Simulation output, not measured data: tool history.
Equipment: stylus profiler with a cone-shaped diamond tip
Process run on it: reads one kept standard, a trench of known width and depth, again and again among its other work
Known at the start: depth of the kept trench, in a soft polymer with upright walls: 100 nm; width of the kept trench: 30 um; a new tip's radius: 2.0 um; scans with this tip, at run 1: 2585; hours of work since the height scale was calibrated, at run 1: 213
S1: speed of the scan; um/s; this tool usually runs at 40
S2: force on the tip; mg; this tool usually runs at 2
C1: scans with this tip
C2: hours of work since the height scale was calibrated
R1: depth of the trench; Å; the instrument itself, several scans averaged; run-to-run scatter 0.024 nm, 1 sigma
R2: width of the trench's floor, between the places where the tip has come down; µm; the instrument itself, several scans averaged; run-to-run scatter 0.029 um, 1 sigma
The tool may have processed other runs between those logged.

run	day	S1	S2	C1	C2	R1	R2
1	0	40	2	2585	213	1013.1	28.43
2	1.075	40	2	2811	232	1013.2	28.46
3	1.625	40	2	2927	242	1013.4	28.44
4	2.679	13	2	3149	260	1013.5	28.57
5	3.604	13	2	3344	276	1012.9	28.58
6	4.358	13	2	3503	289	1013.4	28.65
7	5.05	13	2	3648	301	1013.5	28.57
8	6.112	13	2	3872	320	1013.6	28.55
9	7.142	13	2	4089	338	1013.6	28.59
10	8.208	40	3.53	4314	356	1019	28.48
# day 8.338: height scale calibrated on a step standard
11	9.179	40	3.53	4514	15	1019.7	28.45
12	10.05	33	2	4697	30	1013.8	28.47
13	11.112	33	2	4921	48	1013.9	28.47
14	12.142	33	2	5138	66	1013.6	28.44
15	13.083	33	2	5336	82	1013.3	28.39
# day 13.179: height scale calibrated on a step standard, once more
16	14.154	33	2	5557	17	1012.4	28.41
17	14.638	40	0.68	5659	25	1006	28.19
18	15.342	40	0.68	5807	38	1006.1	28.23
19	16.275	110	3.34	6004	54	1017.5	28.08
20	17.454	110	3.34	6252	74	1017.4	28.09
21	18.2	110	3.34	6410	87	1017.5	28.03
22	19.05	93	5.04	6589	102	1023.3	28.23
23	20.025	93	4.81	6794	119	1022.5	28.25
24	21.129	93	4.81	7026	138	1022.9	28.17
25	22.125	108	1.57	7236	156	1010.8	27.79
26	22.908	140	1.78	7401	169	1011.5	27.61
27	23.838	55	4.93	7596	185	1023.5	28.34
28	24.608	25	5.74	7759	199	1025.8	28.5
29	25.638	41	3.96	7976	217	1020.3	28.39
30	26.271	48	1.4	8109	228	1010.4	28.2
31	27.258	100	0.98	8317	245	1008.4	27.68
32	27.983	15	2.73	8470	257	1015.4	28.48

Pick out some run-to-run changes in R1. Of each, how much would a tool without hidden state show as well, from the settings, what came in and chance, and how much is left for the hidden state and any gauge scatter not in both results compared?
Hidden conditions of the tool in this case: radius of the tip, um; height scale over the true one, %; drift of the gauge itself on depth_nm, %; drift of the gauge itself on floor_um, %.
Run 2 -> 3: no setting changed, nothing entered. R1 +0.2 Å: hidden state +0.1, all else +0.1.
Run 10 -> 11: height scale calibrated on a step standard. R1 +0.7 Å: hidden state +0.3, all else +0.4.
Run 15 -> 16: height scale calibrated on a step standard, once more. R1 -0.9 Å: hidden state -1.5, all else +0.6.
Run 18 -> 19: S1 40 -> 110, S2 0.68 -> 3.34. R1 +11.4 Å: hidden state +0.1, all else +11.3.
Run 24 -> 25: S1 93 -> 108, S2 4.81 -> 1.57. R1 -12.1 Å: hidden state +0.1, all else -12.2.
Run 26 -> 27: S1 140 -> 55, S2 1.78 -> 4.93. R1 +12 Å: hidden state +0.1, all else +11.9.

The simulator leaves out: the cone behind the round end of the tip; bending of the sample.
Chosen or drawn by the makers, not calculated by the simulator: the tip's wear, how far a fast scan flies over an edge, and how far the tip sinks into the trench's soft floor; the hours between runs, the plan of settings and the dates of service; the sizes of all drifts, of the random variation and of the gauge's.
